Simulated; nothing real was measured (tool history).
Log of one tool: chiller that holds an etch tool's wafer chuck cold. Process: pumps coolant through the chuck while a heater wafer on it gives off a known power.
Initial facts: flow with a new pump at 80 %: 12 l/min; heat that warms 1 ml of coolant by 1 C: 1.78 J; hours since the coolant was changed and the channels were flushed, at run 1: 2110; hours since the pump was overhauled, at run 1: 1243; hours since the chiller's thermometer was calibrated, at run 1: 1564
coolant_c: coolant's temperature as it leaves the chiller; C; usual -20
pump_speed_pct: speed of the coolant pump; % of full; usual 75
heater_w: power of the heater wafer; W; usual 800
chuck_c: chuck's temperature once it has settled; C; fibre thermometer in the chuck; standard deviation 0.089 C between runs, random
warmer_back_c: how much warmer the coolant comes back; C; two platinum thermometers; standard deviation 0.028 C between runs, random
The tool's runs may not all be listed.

| run | hour | coolant_c | pump_speed_pct | heater_w | hours since the coolant was changed and the channels were flushed | hours since the pump was overhauled | hours since the chiller's thermometer was calibrated | chuck_c | warmer_back_c |
|---|---|---|---|---|---|---|---|---|---|
| 1 | 0 | -20 | 75 | 800 | 2110 | 1243 | 1564 | -14.35 | 2.46 |
| 2 | 40 | -20 | 99 | 800 | 2150 | 1283 | 1604 | -15.64 | 1.76 |
| 3 | 74.6 | -20 | 99 | 800 | 2185 | 1318 | 1639 | -15.7 | 1.81 |
| 4 | 119 | -20 | 75 | 800 | 2229 | 1362 | 1683 | -14.45 | 2.5 |
| 5 | 177.6 | -20 | 75 | 800 | 2288 | 1421 | 1742 | -14.42 | 2.49 |
| 6 | 257.9 | -20 | 75 | 800 | 2368 | 1501 | 1822 | -14.4 | 2.41 |
| 7 | 320.1 | -20 | 75 | 800 | 2430 | 1563 | 1884 | -14.51 | 2.49 |
| 8 | 362.4 | -20 | 75 | 800 | 2472 | 1605 | 1926 | -14.36 | 2.48 |
| 9 | 410.5 | -20 | 75 | 800 | 2521 | 1654 | 1974 | -14.46 | 2.42 |
|  | 422.9 | coolant pump overhauled |
| 10 | 486.4 | -20 | 75 | 800 | 2592 | 64 | 2045 | -14.36 | 2.44 |
| 11 | 533.5 | -20 | 94 | 800 | 2639 | 111 | 2092 | -15.42 | 1.96 |
| 12 | 576.5 | -20 | 94 | 800 | 2682 | 154 | 2135 | -15.42 | 1.95 |
| 13 | 631.3 | -20 | 90 | 414 | 2736 | 208 | 2190 | -17.45 | 1.06 |
| 14 | 677.9 | -27 | 88 | 800 | 2783 | 255 | 2237 | -22.08 | 2.06 |
| 15 | 729.9 | -27 | 88 | 800 | 2835 | 307 | 2289 | -21.89 | 2.1 |
| 16 | 777.8 | -11 | 97 | 800 | 2883 | 355 | 2337 | -6.54 | 1.85 |
| 17 | 811 | -24 | 97 | 779 | 2916 | 388 | 2370 | -19.48 | 1.89 |
| 18 | 886.2 | -24 | 97 | 779 | 2991 | 463 | 2445 | -19.68 | 1.84 |
|  | 909.8 | coolant pump overhauled, once more |
| 19 | 951 | -20 | 75 | 572 | 3051 | 41 | 2505 | -15.77 | 1.76 |
| 20 | 993.7 | -29 | 75 | 589 | 3094 | 84 | 2548 | -24.58 | 1.82 |
| 21 | 1046.2 | -15 | 76 | 518 | 3146 | 136 | 2600 | -11.23 | 1.57 |
| 22 | 1106.2 | -29 | 72 | 717 | 3206 | 196 | 2660 | -23.7 | 2.25 |

Difference, measured minus no-hidden-state, one row per run. Run-to-run variation is common to both terms; the gauge's own scatter need not be:
Hidden conditions of the tool in this case: heat passed by the chuck's channels, % of clean ones'; flow at a given pump speed, % of a new pump's; coolant's true temperature over the reading, C; drift of the gauge itself on chuck_c, C; drift of the gauge itself on warmer_back_c, C.
| run | chuck_c | warmer_back_c |
|---|---|---|
| 1 | +0.34 | +0.03 |
| 2 | +0.31 | +0.02 |
| 3 | +0.32 | +0.02 |
| 4 | +0.36 | +0.03 |
| 5 | +0.38 | +0.03 |
| 6 | +0.4 | +0.04 |
| 7 | +0.4 | +0.04 |
| 8 | +0.41 | +0.04 |
| 9 | +0.42 | +0.04 |
| 10 | +0.49 | +0.07 |
| 11 | +0.44 | +0.05 |
| 12 | +0.45 | +0.05 |
| 13 | +0.36 | +0.03 |
| 14 | +0.49 | +0.06 |
| 15 | +0.5 | +0.06 |
| 16 | +0.48 | +0.06 |
| 17 | +0.48 | +0.06 |
| 18 | +0.5 | +0.06 |
| 19 | +0.42 | +0.02 |
| 20 | +0.44 | +0.02 |
| 21 | +0.42 | +0.02 |
| 22 | +0.5 | +0.03 |

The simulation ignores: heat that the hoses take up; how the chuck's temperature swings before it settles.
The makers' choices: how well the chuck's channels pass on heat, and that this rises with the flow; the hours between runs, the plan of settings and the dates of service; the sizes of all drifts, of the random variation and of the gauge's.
